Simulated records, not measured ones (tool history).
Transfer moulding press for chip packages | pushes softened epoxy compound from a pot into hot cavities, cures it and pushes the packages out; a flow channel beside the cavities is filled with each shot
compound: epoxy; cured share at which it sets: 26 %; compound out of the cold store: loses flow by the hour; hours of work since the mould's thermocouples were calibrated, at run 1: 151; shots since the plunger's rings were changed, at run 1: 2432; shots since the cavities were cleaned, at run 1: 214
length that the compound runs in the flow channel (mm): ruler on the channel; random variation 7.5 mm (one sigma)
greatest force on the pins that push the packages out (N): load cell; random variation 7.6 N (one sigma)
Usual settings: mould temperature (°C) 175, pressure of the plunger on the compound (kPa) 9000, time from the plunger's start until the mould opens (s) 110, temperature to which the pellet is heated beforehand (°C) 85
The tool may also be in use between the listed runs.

run	hour	mould temperature (°C)	pressure of the plunger on the compound (kPa)	time from the plunger's start until the mould opens (s)	temperature to which the pellet is heated beforehand (°C)	hours of work since the mould's thermocouples were calibrated	shots since the plunger's rings were changed	shots since the cavities were cleaned	incoming compound's hours out of the cold store	length that the compound runs in the flow channel (mm)	greatest force on the pins that push the packages out (N)
1	0	175	9000	110	85	151	2432	214	13.2	813	470
# hour 34.1: cavities cleaned with cleaning compound and waxed
2	52.4	175	9000	110	84	190	3066	228	34.4	761	484
# hour 85: cavities cleaned with cleaning compound and waxed
# hour 108: plunger's sealing rings changed
3	108	172	9000	110	84	230	0	255	8	873	604
# hour 140.4: cavities cleaned with cleaning compound and waxed
4	167.4	174	9000	110	84	275	723	337	47	772	545
# hour 189.8: cavities cleaned with cleaning compound and waxed
5	216.6	175	9000	110	85	312	1316	334	9.6	834	525
# hour 242.7: cavities cleaned with cleaning compound and waxed
6	260.3	175	9000	110	85	344	1842	220	43.9	755	462
# hour 292.7: cavities cleaned with cleaning compound and waxed
7	307.4	175	9000	110	85	380	2410	183	11	814	469
# hour 343.6: cavities cleaned with cleaning compound and waxed
8	349.4	175	9000	110	85	411	2914	72	26.6	773	394
# hour 393: cavities cleaned with cleaning compound and waxed
9	393	175	9000	110	85	443	3439	0	11.5	793	350
# hour 417.5: plunger's sealing rings changed
# hour 447: cavities cleaned with cleaning compound and waxed
10	459.2	175	9000	110	85	492	501	153	45.3	765	430
# hour 496.8: cavities cleaned with cleaning compound and waxed
11	510.5	175	9000	110	85	530	1122	172	23.5	817	479
12	542.7	175	9000	110	89	555	1523	573	46	746	597
# hour 549.3: cavities cleaned with cleaning compound and waxed
# hour 600.2: cavities cleaned with cleaning compound and waxed
13	600.2	183	9000	110	85	597	2201	0	46.5	730	268
14	625.7	175	9000	117	85	617	2519	318	17.9	804	482
# hour 652.8: cavities cleaned with cleaning compound and waxed
15	652.8	175	10060	110	85	636	2838	0	25.8	835	337
16	688.8	173	9000	110	78	664	3286	448	42.6	748	631
# hour 704.4: cavities cleaned with cleaning compound and waxed
# hour 718.7: mould's thermocouples calibrated
17	718.7	177	8540	116	84	0	3616	154	44	709	376
# hour 730.2: plunger's sealing rings changed
# hour 759.5: cavities cleaned with cleaning compound and waxed
18	759.5	175	7470	109	94	28	346	0	38.5	719	313
19	805.7	175	9000	96	94	64	921	575	19.2	822	710
# hour 811.3: cavities cleaned with cleaning compound and waxed
20	844.7	175	9000	96	94	93	1388	415	8.4	849	706
# hour 860.4: cavities cleaned with cleaning compound and waxed
21	886.9	175	9000	96	94	125	1895	330	21.4	807	638
# hour 909.7: cavities cleaned with cleaning compound and waxed
22	936.1	175	9000	96	94	161	2489	328	8.7	814	697
# hour 961.7: cavities cleaned with cleaning compound and waxed
23	968.1	175	10800	110	90	185	2869	80	9.1	892	408
# hour 1012.7: cavities cleaned with cleaning compound and waxed
24	1026.7	175	8080	96	85	229	3581	175	21.7	738	597
# hour 1039.9: plunger's sealing rings changed
# hour 1065: cavities cleaned with cleaning compound and waxed
25	1087.2	175	9000	129	91	273	572	278	11.8	845	431

Forecast each of these 5 alternatives for the next run:
# hour 1115.7: cavities cleaned with cleaning compound and waxed
A	1123.1	175	7770	109	91	299	1000	92	43.9	?	?
# hour 1115.7: cavities cleaned with cleaning compound and waxed
B	1123.1	175	9000	102	91	299	1000	92	13.3	?	?
# hour 1115.7: cavities cleaned with cleaning compound and waxed
C	1123.1	174	9000	110	92	299	1000	92	14.3	?	?
# hour 1115.7: cavities cleaned with cleaning compound and waxed
D	1123.1	175	9000	129	78	299	1000	92	16.5	?	?
# hour 1115.7: cavities cleaned with cleaning compound and waxed
E	1123.1	181	9860	129	83	299	1000	92	10.9	?	?

run	length that the compound runs in the flow channel (mm)	greatest force on the pins that push the packages out (N)
A	709	416
B	839	459
C	832	437
D	826	358
E	872	315
Without the tool's hidden state the same runs would have given:
run	length that the compound runs in the flow channel (mm)	greatest force on the pins that push the packages out (N)
A	722	324
B	854	352
C	847	340
D	841	284
E	889	252

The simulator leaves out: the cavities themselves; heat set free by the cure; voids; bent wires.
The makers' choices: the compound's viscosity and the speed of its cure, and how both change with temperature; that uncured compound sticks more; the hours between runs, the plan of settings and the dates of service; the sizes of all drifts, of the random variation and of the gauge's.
